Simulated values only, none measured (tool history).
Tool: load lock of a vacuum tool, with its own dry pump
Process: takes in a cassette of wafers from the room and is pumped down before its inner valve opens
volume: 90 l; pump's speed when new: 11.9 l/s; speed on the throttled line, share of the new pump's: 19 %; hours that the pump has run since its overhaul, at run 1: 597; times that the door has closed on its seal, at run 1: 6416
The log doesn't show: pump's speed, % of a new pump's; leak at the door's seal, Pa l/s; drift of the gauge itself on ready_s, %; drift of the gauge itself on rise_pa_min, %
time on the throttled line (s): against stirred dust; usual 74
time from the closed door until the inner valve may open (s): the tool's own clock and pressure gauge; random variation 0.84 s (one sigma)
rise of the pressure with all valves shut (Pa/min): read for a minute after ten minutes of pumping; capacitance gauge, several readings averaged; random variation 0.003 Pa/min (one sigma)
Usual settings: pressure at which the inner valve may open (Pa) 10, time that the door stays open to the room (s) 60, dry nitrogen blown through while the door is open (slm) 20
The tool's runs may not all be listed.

run	hour	time on the throttled line (s)	pressure at which the inner valve may open (Pa)	time that the door stays open to the room (s)	dry nitrogen blown through while the door is open (slm)	hours that the pump has run since its overhaul	times that the door has closed on its seal	incoming humidity of the room's air, %	time from the closed door until the inner valve may open (s)	rise of the pressure with all valves shut (Pa/min)
1	0.0	74	10	60	20	597	6416	45.6	129.6	0.020
2	112.6	74	10	60	20	710	6949	44.3	130.7	0.016
3	328.0	74	10	60	20	925	7968	46.7	129.9	0.018
4	534.4	74	10	80	20	1132	8945	44.2	129.9	0.021
5	730.4	74	10	60	20	1328	9873	42.4	129.6	0.013
6	929.2	74	10	60	20	1526	10813	44.0	130.8	0.016
7	1059.3	38	10	60	20	1657	11429	47.3	100.6	0.015
8	1190.7	79	13	84	6	1788	12051	44.2	132.7	0.040
9	1339.5	79	13	84	6	1937	12756	46.2	132.3	0.039
10	1488.8	79	13	165	27	2086	13462	42.5	131.4	0.021

Forecast each of these 5 alternatives for the next run:
A	1713.0	96	13	120	19	2310	14523	44.3	?	?
B	1713.0	79	13	165	15	2310	14523	44.4	?	?
C	1713.0	53	13	25	12	2310	14523	45.5	?	?
D	1713.0	79	17	165	27	2310	14523	49.8	?	?
E	1713.0	79	10	29	19	2310	14523	45.2	?	?

run	time from the closed door until the inner valve may open (s)	rise of the pressure with all valves shut (Pa/min)
A	144.8	0.017
B	131.8	0.025
C	111.0	0.027
D	128.2	0.022
E	134.5	0.020
Without the tool's hidden state the same runs would have given:
run	time from the closed door until the inner valve may open (s)	rise of the pressure with all valves shut (Pa/min)
A	144.8	0.016
B	131.8	0.025
C	111.0	0.027
D	128.2	0.022
E	134.4	0.020
